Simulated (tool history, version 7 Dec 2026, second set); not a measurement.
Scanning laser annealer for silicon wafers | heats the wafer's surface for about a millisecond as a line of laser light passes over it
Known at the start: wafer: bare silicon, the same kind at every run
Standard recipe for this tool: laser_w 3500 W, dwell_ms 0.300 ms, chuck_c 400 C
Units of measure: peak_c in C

run	day	laser_w	dwell_ms	chuck_c	peak_c
1	0.000	3500	0.300	400	1193
2	0.942	3500	0.300	400	1190
3	2.467	3500	0.300	400	1191
4	3.892	3500	0.300	400	1190
5	5.096	3500	0.300	400	1191
6	6.500	3500	0.300	400	1187
7	7.354	3500	0.300	400	1188
8	8.733	3500	0.300	400	1187
9	9.942	3500	0.300	400	1187
10	10.692	3189	0.242	400	1023
11	12.208	3006	0.220	400	948
12	13.662	3500	0.378	400	1300
13	14.804	3500	0.378	400	1296
14	16.400	3260	0.220	432	1036
15	17.396	3243	0.347	394	1171

Run 16 comes next. What will it give?
16	18.929	3243	0.304	379	?

{"run 16": {"peak_c": 1102}}
With the hidden condition absent and the run-to-run variation left alone, this run would have shown peak_c 1127 C.
